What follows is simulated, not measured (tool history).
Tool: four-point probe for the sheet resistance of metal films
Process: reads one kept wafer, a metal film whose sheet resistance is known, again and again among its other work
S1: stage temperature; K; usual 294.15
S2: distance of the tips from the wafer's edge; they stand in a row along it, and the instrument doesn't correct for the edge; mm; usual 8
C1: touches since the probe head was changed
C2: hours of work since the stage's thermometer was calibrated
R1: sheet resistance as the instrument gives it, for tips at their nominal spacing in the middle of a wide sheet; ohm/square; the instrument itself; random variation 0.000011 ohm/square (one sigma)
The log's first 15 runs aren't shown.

Run 16, day 22.904: usual settings but S1 292.15 K; C1 115476; C2 1128. Result: R1 0.054055 ohm/square.
Run 17, day 25.008: usual settings but S1 300.15 K; C1 117977; C2 1167. Result: R1 0.054272 ohm/square.
Run 18, day 26.646: usual settings but S1 300.15 K; C1 119926; C2 1197. Result: R1 0.05427 ohm/square.
Run 19, day 28.3: usual settings but S2 48 mm; C1 121889; C2 1227. Result: R1 0.053877 ohm/square.
Run 20, day 29.883: usual settings; C1 123774; C2 1256. Result: R1 0.054037 ohm/square.
Run 21, day 31.575: usual settings; C1 125782; C2 1287. Result: R1 0.054033 ohm/square.
Run 22, day 33.779: usual settings; C1 128402; C2 1327. Result: R1 0.054018 ohm/square.
Run 23, day 35.333: usual settings but S1 297.15 K; C1 130249; C2 1356. Result: R1 0.054104 ohm/square.
Run 24, day 36.338: usual settings but S1 300.15 K, S2 22 mm; C1 131442; C2 1374. Result: R1 0.054042 ohm/square.
Run 25, day 38.171: usual settings but S1 300.15 K, S2 22 mm; C1 133624; C2 1408. Result: R1 0.054018 ohm/square.
At day 38.571: new probe head fitted.
Run 26, day 39.208: usual settings but S1 300.15 K, S2 22 mm; C1 758; C2 1426. Result: R1 0.054803 ohm/square.
Run 27, day 40.633: usual settings but S1 297.15 K, S2 66 mm; C1 2452; C2 1452. Result: R1 0.054669 ohm/square.
At day 40.829: stage's thermometer calibrated.
Run 28, day 41.862: usual settings but S2 48 mm; C1 3885; C2 19. Result: R1 0.054523 ohm/square.
Run 29, day 43.996: usual settings but S1 305.15 K, S2 27 mm; C1 6422; C2 58. Result: R1 0.054888 ohm/square.
Run 30, day 45.904: usual settings but S1 301.15 K, S2 25 mm; C1 8689; C2 93. Result: R1 0.054725 ohm/square.
Run 31, day 47.742: usual settings but S1 291.15 K; C1 10874; C2 127. Result: R1 0.054547 ohm/square.
Run 32, day 49.871: usual settings but S1 293.15 K, S2 27 mm; C1 13406; C2 166. Result: R1 0.054451 ohm/square.
Run 33, day 51.508: usual settings but S1 291.15 K, S2 5 mm; C1 15352; C2 195. Result: R1 0.054807 ohm/square.
Run 34, day 53.15: usual settings but S1 297.15 K, S2 74 mm; C1 17302; C2 226. Result: R1 0.05453 ohm/square.
At day 54.608: stage's thermometer calibrated, once more.
Run 35, day 54.683: usual settings but S1 299.15 K; C1 19099; C2 1. Result: R1 0.054924 ohm/square.
Run 36, day 55.867: usual settings but S1 296.15 K, S2 27 mm; C1 20507; C2 23. Result: R1 0.054637 ohm/square.

Run 37 comes next. What will it give?
Run 37, day 57.508: usual settings but S1 296.15 K, S2 27 mm; C1 22454; C2 53. Result: R1 ?.

R1: 0.054624 ohm/square
Without the tool's hidden state the same run would have given R1 0.054813 ohm/square.
